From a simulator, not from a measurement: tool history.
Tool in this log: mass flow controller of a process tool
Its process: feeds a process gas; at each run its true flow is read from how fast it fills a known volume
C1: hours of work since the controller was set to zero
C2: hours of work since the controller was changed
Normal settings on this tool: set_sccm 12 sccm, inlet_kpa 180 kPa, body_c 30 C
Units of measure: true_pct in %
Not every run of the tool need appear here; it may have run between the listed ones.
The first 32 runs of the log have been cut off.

{"run": 33, "hour": 4855.2, "set_sccm": 9, "inlet_kpa": 187, "body_c": 33, "C1": 2528, "C2": 2528, "true_pct": 100.56}
{"run": 34, "hour": 5008.8, "set_sccm": 5, "inlet_kpa": 175, "body_c": 24, "C1": 2602, "C2": 2602, "true_pct": 99.7}
{"run": 35, "hour": 5192.6, "set_sccm": 12, "inlet_kpa": 154, "body_c": 29, "C1": 2691, "C2": 2691, "true_pct": 100.27}
{"run": 36, "hour": 5346.8, "set_sccm": 12, "inlet_kpa": 154, "body_c": 29, "C1": 2766, "C2": 2766, "true_pct": 100.34}
{"run": 37, "hour": 5481.8, "set_sccm": 13, "inlet_kpa": 167, "body_c": 34, "C1": 2831, "C2": 2831, "true_pct": 100.65}
{"run": 38, "hour": 5598.6, "set_sccm": 3, "inlet_kpa": 180, "body_c": 30, "C1": 2888, "C2": 2888, "true_pct": 100.16}
{"run": 39, "hour": 5804.0, "set_sccm": 18, "inlet_kpa": 180, "body_c": 30, "C1": 2987, "C2": 2987, "true_pct": 100.39}
{"run": 40, "hour": 6019.7, "set_sccm": 6, "inlet_kpa": 180, "body_c": 23, "C1": 3092, "C2": 3092, "true_pct": 99.51}
{"run": 41, "hour": 6236.2, "set_sccm": 7, "inlet_kpa": 173, "body_c": 31, "C1": 3197, "C2": 3197, "true_pct": 100.4}
{"run": 42, "hour": 6440.1, "set_sccm": 7, "inlet_kpa": 173, "body_c": 31, "C1": 3296, "C2": 3296, "true_pct": 100.28}
{"run": 43, "hour": 6645.0, "set_sccm": 6, "inlet_kpa": 250, "body_c": 36, "C1": 3395, "C2": 3395, "true_pct": 100.55}
{"run": 44, "hour": 6832.1, "set_sccm": 6, "inlet_kpa": 250, "body_c": 36, "C1": 3485, "C2": 3485, "true_pct": 100.41}
{"run": 45, "hour": 6942.9, "set_sccm": 3, "inlet_kpa": 250, "body_c": 29, "C1": 3539, "C2": 3539, "true_pct": 99.62}
{"run": 46, "hour": 7107.7, "set_sccm": 12, "inlet_kpa": 225, "body_c": 38, "C1": 3619, "C2": 3619, "true_pct": 100.83}
{"run": 47, "hour": 7252.6, "set_sccm": 5, "inlet_kpa": 254, "body_c": 25, "C1": 3689, "C2": 3689, "true_pct": 99.34}
{"run": 48, "hour": 7373.0, "set_sccm": 5, "inlet_kpa": 205, "body_c": 25, "C1": 3748, "C2": 3748, "true_pct": 99.55}

Below are 5 alternative next runs, each starting from the tool's condition after run 48. Predict each:
{"run": "A", "hour": 7516.5, "set_sccm": 2, "inlet_kpa": 164, "body_c": 29, "C1": 3817, "C2": 3817, "true_pct": "?"}
{"run": "B", "hour": 7516.5, "set_sccm": 5, "inlet_kpa": 223, "body_c": 35, "C1": 3817, "C2": 3817, "true_pct": "?"}
{"run": "C", "hour": 7516.5, "set_sccm": 7, "inlet_kpa": 205, "body_c": 25, "C1": 3817, "C2": 3817, "true_pct": "?"}
{"run": "D", "hour": 7516.5, "set_sccm": 16, "inlet_kpa": 218, "body_c": 24, "C1": 3817, "C2": 3817, "true_pct": "?"}
{"run": "E", "hour": 7516.5, "set_sccm": 10, "inlet_kpa": 226, "body_c": 30, "C1": 3817, "C2": 3817, "true_pct": "?"}

run=A true_pct=100.04
run=B true_pct=100.42
run=C true_pct=99.68
run=D true_pct=99.69
run=E true_pct=99.98
Without the tool's hidden state the same runs would have given:
run=A true_pct=100.06
run=B true_pct=100.43
run=C true_pct=99.68
run=D true_pct=99.69
run=E true_pct=99.98
